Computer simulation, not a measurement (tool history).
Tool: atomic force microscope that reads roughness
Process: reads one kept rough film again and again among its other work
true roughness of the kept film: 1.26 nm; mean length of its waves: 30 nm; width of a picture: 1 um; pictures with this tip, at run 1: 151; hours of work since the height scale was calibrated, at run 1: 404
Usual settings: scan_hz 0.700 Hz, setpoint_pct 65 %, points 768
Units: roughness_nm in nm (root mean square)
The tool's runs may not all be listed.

run,hour,scan_hz,setpoint_pct,points,pictures with this tip,hours of work since the height scale was calibrated,roughness_nm
1,0.0,0.700,65,768,151,404,1.096
2,16.7,0.700,65,768,177,415,1.078
# hour 34.0: new tip fitted
3,37.5,0.700,65,768,5,429,1.163
4,48.4,0.700,65,768,22,436,1.156
5,63.1,0.700,65,768,45,446,1.149
6,75.0,0.700,65,768,64,455,1.132
7,93.6,0.700,65,287,92,467,1.102
8,115.1,0.700,89,276,126,482,1.002
9,139.0,0.700,69,624,163,498,1.051
10,153.2,0.700,69,624,185,507,1.055
# hour 165.8: new tip fitted
11,169.0,0.700,69,624,5,518,1.148
12,186.0,0.700,84,624,32,529,1.100
13,201.9,2.554,81,574,56,540,0.935

3 ways to go on from here, each from the tool as it stands after run 13. What would each give?
A,221.1,3.118,65,768,86,553,?
B,221.1,2.030,81,574,86,553,?
C,221.1,0.976,65,437,86,553,?

run,roughness_nm
A,1.018
B,0.958
C,1.101
Without the tool's hidden state the same runs would have given:
run,roughness_nm
A,1.075
B,1.012
C,1.162
